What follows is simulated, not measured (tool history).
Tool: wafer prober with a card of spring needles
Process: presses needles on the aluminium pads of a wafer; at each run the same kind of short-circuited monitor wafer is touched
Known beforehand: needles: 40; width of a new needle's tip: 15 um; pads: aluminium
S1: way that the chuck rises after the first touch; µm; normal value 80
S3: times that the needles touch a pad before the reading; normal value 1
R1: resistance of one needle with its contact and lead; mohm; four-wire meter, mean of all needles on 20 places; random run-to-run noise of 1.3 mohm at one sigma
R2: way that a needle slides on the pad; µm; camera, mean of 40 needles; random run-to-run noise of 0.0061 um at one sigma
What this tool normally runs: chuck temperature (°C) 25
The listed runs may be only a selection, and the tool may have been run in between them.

Run 1, hour 0.0: usual settings. Result: R1 139 mohm, R2 17.680 µm.
At hour 13.5: tips cleaned on abrasive film.
At hour 34.8: tips cleaned on abrasive film.
At hour 56.0: tips cleaned on abrasive film.
Run 2, hour 56.3: usual settings but S3 3. Result: R1 111 mohm, R2 17.618 µm.
At hour 78.6: tips cleaned on abrasive film.
At hour 83.5: height of the first contact set anew.
At hour 101.7: tips cleaned on abrasive film.
Run 3, hour 111.9: usual settings but S3 3. Result: R1 122 mohm, R2 17.746 µm.
At hour 121.2: tips cleaned on abrasive film.
At hour 143.6: tips cleaned on abrasive film.
At hour 163.2: tips cleaned on abrasive film.
Run 4, hour 167.0: usual settings but S1 79 µm. Result: R1 133 mohm, R2 17.458 µm.
At hour 184.8: tips cleaned on abrasive film.
At hour 206.0: tips cleaned on abrasive film.
Run 5, hour 206.0: usual settings but S1 79 µm. Result: R1 112 mohm, R2 17.420 µm.
At hour 228.4: tips cleaned on abrasive film.
At hour 242.5: height of the first contact set anew.
At hour 247.2: tips cleaned on abrasive film.
Run 6, hour 264.2: usual settings but S1 79 µm. Result: R1 161 mohm, R2 17.508 µm.
At hour 268.0: tips cleaned on abrasive film.
At hour 288.8: tips cleaned on abrasive film.
At hour 309.1: tips cleaned on abrasive film.
At hour 331.7: tips cleaned on abrasive film.
Run 7, hour 334.5: usual settings but S1 79 µm, chuck temperature (°C) 45. Result: R1 132 mohm, R2 17.455 µm.
At hour 352.0: tips cleaned on abrasive film.
At hour 374.1: tips cleaned on abrasive film.
At hour 395.1: tips cleaned on abrasive film.
At hour 403.9: height of the first contact set anew.
Run 8, hour 412.7: usual settings but S1 79 µm, chuck temperature (°C) 45. Result: R1 161 mohm, R2 17.529 µm.
At hour 417.4: tips cleaned on abrasive film.
At hour 437.7: tips cleaned on abrasive film.
Run 9, hour 445.7: usual settings but S1 79 µm. Result: R1 150 mohm, R2 17.493 µm.
At hour 459.5: tips cleaned on abrasive film.
At hour 480.5: tips cleaned on abrasive film.
At hour 501.0: tips cleaned on abrasive film.
Run 10, hour 501.0: usual settings. Result: R1 113 mohm, R2 17.673 µm.
At hour 522.8: tips cleaned on abrasive film.
At hour 542.7: tips cleaned on abrasive film.
Run 11, hour 546.5: usual settings. Result: R1 137 mohm, R2 17.621 µm.
At hour 564.2: tips cleaned on abrasive film.
At hour 564.5: height of the first contact set anew.
At hour 585.0: tips cleaned on abrasive film.
Run 12, hour 585.0: usual settings. Result: R1 114 mohm, R2 17.724 µm.
At hour 604.9: tips cleaned on abrasive film.
At hour 624.5: tips cleaned on abrasive film.
Run 13, hour 640.1: usual settings. Result: R1 160 mohm, R2 17.702 µm.
At hour 644.8: tips cleaned on abrasive film.
At hour 666.9: tips cleaned on abrasive film.
At hour 688.8: tips cleaned on abrasive film.
Run 14, hour 688.8: usual settings. Result: R1 113 mohm, R2 17.646 µm.
At hour 710.5: tips cleaned on abrasive film.
At hour 722.4: height of the first contact set anew.
At hour 731.7: tips cleaned on abrasive film.
Run 15, hour 732.3: usual settings. Result: R1 121 mohm, R2 17.736 µm.
At hour 752.8: tips cleaned on abrasive film.
At hour 774.1: tips cleaned on abrasive film.
At hour 792.5: tips cleaned on abrasive film.
Run 16, hour 793.4: usual settings but S1 63 µm, chuck temperature (°C) 58, S3 3. Result: R1 121 mohm, R2 13.916 µm.
At hour 811.5: tips cleaned on abrasive film.
At hour 833.5: tips cleaned on abrasive film.
Run 17, hour 835.9: usual settings but S1 85 µm, chuck temperature (°C) 51. Result: R1 123 mohm, R2 18.750 µm.
At hour 853.2: tips cleaned on abrasive film.
At hour 871.7: tips cleaned on abrasive film.
At hour 881.1: height of the first contact set anew.
At hour 893.6: tips cleaned on abrasive film.
Run 18, hour 905.2: usual settings but S1 85 µm, chuck temperature (°C) 51. Result: R1 155 mohm, R2 18.849 µm.
At hour 913.6: tips cleaned on abrasive film.
At hour 933.1: tips cleaned on abrasive film.
At hour 952.2: tips cleaned on abrasive film.
Run 19, hour 952.2: usual settings. Result: R1 113 mohm, R2 17.685 µm.
At hour 971.9: tips cleaned on abrasive film.
At hour 993.3: tips cleaned on abrasive film.
At hour 1014.5: tips cleaned on abrasive film.
Run 20, hour 1031.1: usual settings but S1 78 µm. Result: R1 167 mohm, R2 17.201 µm.
At hour 1035.8: tips cleaned on abrasive film.
At hour 1040.7: height of the first contact set anew.
At hour 1057.8: tips cleaned on abrasive film.
At hour 1077.3: tips cleaned on abrasive film.
At hour 1098.5: tips cleaned on abrasive film.
Run 21, hour 1110.2: usual settings but S1 70 µm, chuck temperature (°C) 95. Result: R1 173 mohm, R2 15.488 µm.
At hour 1119.4: tips cleaned on abrasive film.
At hour 1141.7: tips cleaned on abrasive film.
Run 22, hour 1143.6: usual settings but S1 79 µm, chuck temperature (°C) 27, S3 2. Result: R1 120 mohm, R2 17.451 µm.
At hour 1160.5: tips cleaned on abrasive film.
Run 23, hour 1176.7: usual settings but S1 62 µm, chuck temperature (°C) 55, S3 2. Result: R1 165 mohm, R2 13.666 µm.
At hour 1181.4: tips cleaned on abrasive film.
At hour 1198.9: height of the first contact set anew.
At hour 1203.6: tips cleaned on abrasive film.
At hour 1225.4: tips cleaned on abrasive film.
At hour 1245.3: tips cleaned on abrasive film.
Run 24, hour 1255.2: usual settings but S1 90 µm, chuck temperature (°C) 73, S3 2. Result: R1 137 mohm, R2 19.940 µm.
At hour 1267.9: tips cleaned on abrasive film.
At hour 1289.6: tips cleaned on abrasive film.
At hour 1311.8: tips cleaned on abrasive film.
Run 25, hour 1328.9: usual settings but S1 78 µm, chuck temperature (°C) 62. Result: R1 170 mohm, R2 17.200 µm.
At hour 1332.1: tips cleaned on abrasive film.
At hour 1354.3: tips cleaned on abrasive film.
At hour 1359.2: height of the first contact set anew.
At hour 1373.0: tips cleaned on abrasive film.
At hour 1395.7: tips cleaned on abrasive film.
Run 26, hour 1402.0: usual settings but S1 96 µm. Result: R1 135 mohm, R2 21.270 µm.
At hour 1415.0: tips cleaned on abrasive film.
At hour 1436.3: tips cleaned on abrasive film.
At hour 1457.0: tips cleaned on abrasive film.
Run 27, hour 1461.3: usual settings but S1 79 µm, chuck temperature (°C) 52. Result: R1 144 mohm, R2 17.464 µm.
At hour 1477.0: tips cleaned on abrasive film.
Run 28, hour 1494.5: usual settings but S1 99 µm, chuck temperature (°C) 29. Result: R1 149 mohm, R2 21.877 µm.
At hour 1499.2: tips cleaned on abrasive film.
At hour 1517.5: height of the first contact set anew.
At hour 1522.0: tips cleaned on abrasive film.
Run 29, hour 1532.3: usual settings but S1 99 µm, chuck temperature (°C) 29. Result: R1 139 mohm, R2 21.949 µm.

Each row is a separate what-if for the run after 29, all from the same tool condition, not one after another. Results?
At hour 1543.6: tips cleaned on abrasive film.
At hour 1566.6: tips cleaned on abrasive film.
Run A, hour 1575.4: usual settings but S1 63 µm. Result: R1 ?, R2 ?.
At hour 1543.6: tips cleaned on abrasive film.
At hour 1566.6: tips cleaned on abrasive film.
Run B, hour 1575.4: usual settings but S1 100 µm, chuck temperature (°C) 115, S3 2. Result: R1 ?, R2 ?.
At hour 1543.6: tips cleaned on abrasive film.
At hour 1566.6: tips cleaned on abrasive film.
Run C, hour 1575.4: usual settings but S1 99 µm, chuck temperature (°C) 66. Result: R1 ?, R2 ?.

run   R1      R2
  A  180  13.921
  B  136  22.135
  C  139  21.904
Without the tool's hidden state the same runs would have given:
run   R1      R2
  A  110  13.976
  B  119  22.189
  C  110  21.959
